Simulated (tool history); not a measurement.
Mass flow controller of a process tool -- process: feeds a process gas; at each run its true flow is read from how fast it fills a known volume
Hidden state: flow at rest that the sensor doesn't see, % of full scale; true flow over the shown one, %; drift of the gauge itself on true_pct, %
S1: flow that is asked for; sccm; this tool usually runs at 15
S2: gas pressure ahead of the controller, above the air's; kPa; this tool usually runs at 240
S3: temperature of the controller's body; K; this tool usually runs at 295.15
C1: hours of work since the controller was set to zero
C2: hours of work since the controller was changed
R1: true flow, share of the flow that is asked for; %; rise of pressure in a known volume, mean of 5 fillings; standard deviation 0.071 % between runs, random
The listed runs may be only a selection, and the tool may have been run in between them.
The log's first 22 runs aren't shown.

Run 23, hour 5193.9: usual settings; C1 2085; C2 8600. Result: R1 97.43 %.
Run 24, hour 5356.3: usual settings; C1 2207; C2 8722. Result: R1 97.31 %.
Run 25, hour 5688.3: usual settings; C1 2457; C2 8971. Result: R1 97.33 %.
Run 26, hour 5945.2: usual settings but S1 6 sccm, S3 303.15 K; C1 2650; C2 9164. Result: R1 97.34 %.
Run 27, hour 6277.2: usual settings but S1 5 sccm, S2 274 kPa, S3 293.15 K; C1 2899; C2 9413. Result: R1 99.10 %.
Run 28, hour 6552.1: usual settings but S1 44 sccm, S2 277 kPa, S3 293.15 K; C1 3105; C2 9620. Result: R1 97.74 %.
At hour 6614.3: controller exchanged for a calibrated one.
Run 29, hour 6867.6: usual settings but S1 41 sccm, S2 158 kPa; C1 190; C2 190. Result: R1 99.95 %.
Run 30, hour 7116.8: usual settings but S1 41 sccm, S2 158 kPa; C1 377; C2 377. Result: R1 99.98 %.
Run 31, hour 7306.0: usual settings but S1 33 sccm, S2 202 kPa, S3 309.15 K; C1 520; C2 520. Result: R1 98.45 %.
Run 32, hour 7528.4: usual settings but S1 5 sccm, S2 242 kPa, S3 305.15 K; C1 687; C2 687. Result: R1 99.47 %.
Run 33, hour 7730.8: usual settings but S1 5 sccm, S2 242 kPa, S3 305.15 K; C1 839; C2 839. Result: R1 99.63 %.
Run 34, hour 8026.5: usual settings but S1 13 sccm, S2 170 kPa, S3 310.15 K; C1 1061; C2 1061. Result: R1 97.92 %.
Run 35, hour 8177.2: usual settings but S1 13 sccm, S2 235 kPa, S3 310.15 K; C1 1174; C2 1174. Result: R1 98.38 %.
Run 36, hour 8488.1: usual settings but S1 13 sccm, S2 235 kPa, S3 310.15 K; C1 1407; C2 1407. Result: R1 98.33 %.
Run 37, hour 8733.4: usual settings but S1 13 sccm, S2 235 kPa, S3 310.15 K; C1 1592; C2 1592. Result: R1 98.48 %.
Run 38, hour 9059.5: usual settings but S1 6 sccm, S2 180 kPa, S3 297.15 K; C1 1837; C2 1837. Result: R1 100.24 %.
Run 39, hour 9398.2: usual settings but S1 6 sccm, S2 180 kPa, S3 297.15 K; C1 2091; C2 2091. Result: R1 100.21 %.
Run 40, hour 9691.5: usual settings but S1 42 sccm, S2 180 kPa, S3 313.15 K; C1 2311; C2 2311. Result: R1 97.70 %.
Run 41, hour 9863.7: usual settings but S1 31 sccm, S2 234 kPa, S3 313.15 K; C1 2441; C2 2441. Result: R1 97.93 %.
Run 42, hour 10027.0: usual settings but S2 150 kPa, S3 310.15 K; C1 2563; C2 2563. Result: R1 97.64 %.
Run 43, hour 10321.3: usual settings but S2 190 kPa, S3 310.15 K; C1 2784; C2 2784. Result: R1 97.91 %.
Run 44, hour 10510.6: usual settings but S2 196 kPa, S3 298.15 K; C1 2927; C2 2927. Result: R1 99.33 %.
Run 45, hour 10671.9: usual settings but S1 13 sccm, S3 303.15 K; C1 3048; C2 3048. Result: R1 99.15 %.
Run 46, hour 10887.5: usual settings but S1 13 sccm, S3 303.15 K; C1 3210; C2 3210. Result: R1 99.09 %.
Run 47, hour 11099.4: usual settings but S1 13 sccm, S3 303.15 K; C1 3369; C2 3369. Result: R1 99.25 %.

Here are 3 independent what-if runs from the current tool condition. What would each one return?
Run A, hour 11262.3: usual settings but S1 11 sccm, S3 293.15 K; C1 3491; C2 3491. Result: R1 ?.
Run B, hour 11262.3: usual settings but S1 17 sccm, S3 303.15 K; C1 3491; C2 3491. Result: R1 ?.
Run C, hour 11262.3: usual settings but S1 16 sccm, S2 218 kPa, S3 302.15 K; C1 3491; C2 3491. Result: R1 ?.

run      R1
  A  100.55
  B   98.96
  C   98.93
The same runs, with their run-to-run variation unchanged, on a tool lacking any hidden condition would have given:
run      R1
  A  100.13
  B   99.08
  C   98.98
